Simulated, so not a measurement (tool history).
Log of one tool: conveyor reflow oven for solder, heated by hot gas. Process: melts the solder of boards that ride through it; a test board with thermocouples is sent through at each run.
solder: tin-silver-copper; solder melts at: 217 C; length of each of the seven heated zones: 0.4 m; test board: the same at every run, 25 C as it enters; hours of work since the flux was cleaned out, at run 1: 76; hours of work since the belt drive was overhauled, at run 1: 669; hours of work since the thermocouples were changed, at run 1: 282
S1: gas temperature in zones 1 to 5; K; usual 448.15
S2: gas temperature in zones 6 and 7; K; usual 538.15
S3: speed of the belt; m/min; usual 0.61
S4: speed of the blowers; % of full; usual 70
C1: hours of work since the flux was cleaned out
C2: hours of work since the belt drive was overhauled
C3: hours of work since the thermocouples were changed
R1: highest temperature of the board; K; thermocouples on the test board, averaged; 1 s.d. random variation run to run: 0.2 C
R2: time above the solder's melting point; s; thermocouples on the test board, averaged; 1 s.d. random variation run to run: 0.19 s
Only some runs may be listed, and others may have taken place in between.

run 1 hour=0 | S1=448.15 S2=538.15 S3=0.61 S4=70 | C1=76 C2=669 C3=282 | R1=526.45 R2=62.2
run 2 hour=22.1 | S1=448.15 S2=538.15 S3=0.61 S4=70 | C1=92 C2=685 C3=299 | R1=526.25 R2=61.9
run 3 hour=52.6 | S1=448.15 S2=538.15 S3=0.61 S4=70 | C1=115 C2=708 C3=321 | R1=526.65 R2=62.1
run 4 hour=76.3 | S1=448.15 S2=538.15 S3=0.61 S4=63 | C1=132 C2=725 C3=339 | R1=524.35 R2=61
run 5 hour=97.1 | S1=448.15 S2=538.15 S3=0.529 S4=70 | C1=148 C2=741 C3=355 | R1=529.25 R2=74.9
run 6 hour=117.8 | S1=448.15 S2=538.15 S3=0.529 S4=70 | C1=163 C2=756 C3=370 | R1=529.25 R2=75
run 7 hour=146.1 | S1=448.15 S2=538.15 S3=0.529 S4=70 | C1=184 C2=777 C3=391 | R1=528.85 R2=74.9
run 8 hour=175.2 | S1=448.15 S2=538.15 S3=0.529 S4=70 | C1=206 C2=799 C3=413 | R1=529.05 R2=74.9
run 9 hour=189.1 | S1=448.15 S2=538.15 S3=0.529 S4=70 | C1=216 C2=809 C3=423 | R1=529.25 R2=74.8
run 10 hour=218.2 | S1=448.15 S2=538.15 S3=0.529 S4=70 | C1=238 C2=831 C3=445 | R1=528.55 R2=75.1
run 11 hour=247 | S1=448.15 S2=549.15 S3=0.536 S4=82 | C1=260 C2=853 C3=466 | R1=540.45 R2=80.4
run 12 hour=274.5 | S1=448.15 S2=549.15 S3=0.536 S4=82 | C1=280 C2=873 C3=487 | R1=540.15 R2=80.3
run 13 hour=302.3 | S1=448.15 S2=549.15 S3=0.536 S4=82 | C1=301 C2=894 C3=507 | R1=539.85 R2=80.5
run 14 hour=320.4 | S1=448.15 S2=549.15 S3=0.536 S4=82 | C1=314 C2=907 C3=521 | R1=539.25 R2=80.4
run 15 hour=341.8 | S1=448.15 S2=549.15 S3=0.536 S4=82 | C1=330 C2=923 C3=537 | R1=539.85 R2=80.4
run 16 hour=357.6 | S1=448.15 S2=538.15 S3=0.613 S4=79 | C1=342 C2=935 C3=548 | R1=525.55 R2=61.7
run 17 hour=382.5 | S1=453.15 S2=538.15 S3=0.71 S4=79 | C1=360 C2=953 C3=567 | R1=522.25 R2=51.7
-- hour=399.8 thermocouples of zones 6 and 7 changed
run 18 hour=408.3 | S1=453.15 S2=538.15 S3=0.71 S4=79 | C1=378 C2=971 C3=6 | R1=523.45 R2=52.2
run 19 hour=433.3 | S1=457.15 S2=528.15 S3=0.61 S4=68 | C1=397 C2=990 C3=25 | R1=517.95 R2=59

Predict each of these 5 candidate next runs independently; none follows another, all start after run 19:
run A hour=460.9 | S1=455.15 S2=550.15 S3=0.529 S4=70 | C1=417 C2=1010 C3=46 | R1=? R2=?
run B hour=460.9 | S1=448.15 S2=549.15 S3=0.61 S4=83 | C1=417 C2=1010 C3=46 | R1=? R2=?
run C hour=460.9 | S1=448.15 S2=536.15 S3=0.519 S4=70 | C1=417 C2=1010 C3=46 | R1=? R2=?
run D hour=460.9 | S1=458.15 S2=538.15 S3=0.655 S4=70 | C1=417 C2=1010 C3=46 | R1=? R2=?
run E hour=460.9 | S1=447.15 S2=530.15 S3=0.61 S4=71 | C1=417 C2=1010 C3=46 | R1=? R2=?

run=A R1=540.55 R2=84.6
run=B R1=537.75 R2=68.8
run=C R1=527.65 R2=75.3
run=D R1=524.85 R2=60.4
run=E R1=518.45 R2=55.2
Without the tool's hidden state the same runs would have given:
run=A R1=542.25 R2=83.9
run=B R1=540.25 R2=69
run=C R1=529.25 R2=75.8
run=D R1=527.05 R2=61.2
run=E R1=520.55 R2=56.9
